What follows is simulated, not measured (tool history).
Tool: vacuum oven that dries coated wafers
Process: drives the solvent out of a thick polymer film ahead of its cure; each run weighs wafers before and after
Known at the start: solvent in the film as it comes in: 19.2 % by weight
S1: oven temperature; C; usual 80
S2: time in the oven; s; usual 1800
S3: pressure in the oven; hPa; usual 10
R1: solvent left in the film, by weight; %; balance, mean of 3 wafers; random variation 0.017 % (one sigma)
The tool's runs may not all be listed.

run   hour  S1    S2    S3    R1
  1      0  80  1800    10  1.39
      11.4  -- oven's thermocouples calibrated
  2   20.5  65  1800    10   7.1
  3   41.1  80  1800   5.4  1.18
  4   64.2  80  1800   5.4  1.19
  5   93.5  80  1800    10  1.39
  6    124  86  1800    10  0.64
  7  152.8  70  1380    15  6.54
     181.2  -- oven's thermocouples calibrated, once more
  8  186.5  80  1560  37.9  2.84

Forecast run 9:
  9  215.8  92  1620  37.9   ?

Run 9 gave R1 1.24 %.
Without the tool's hidden state the same run would have given R1 1.19 %.
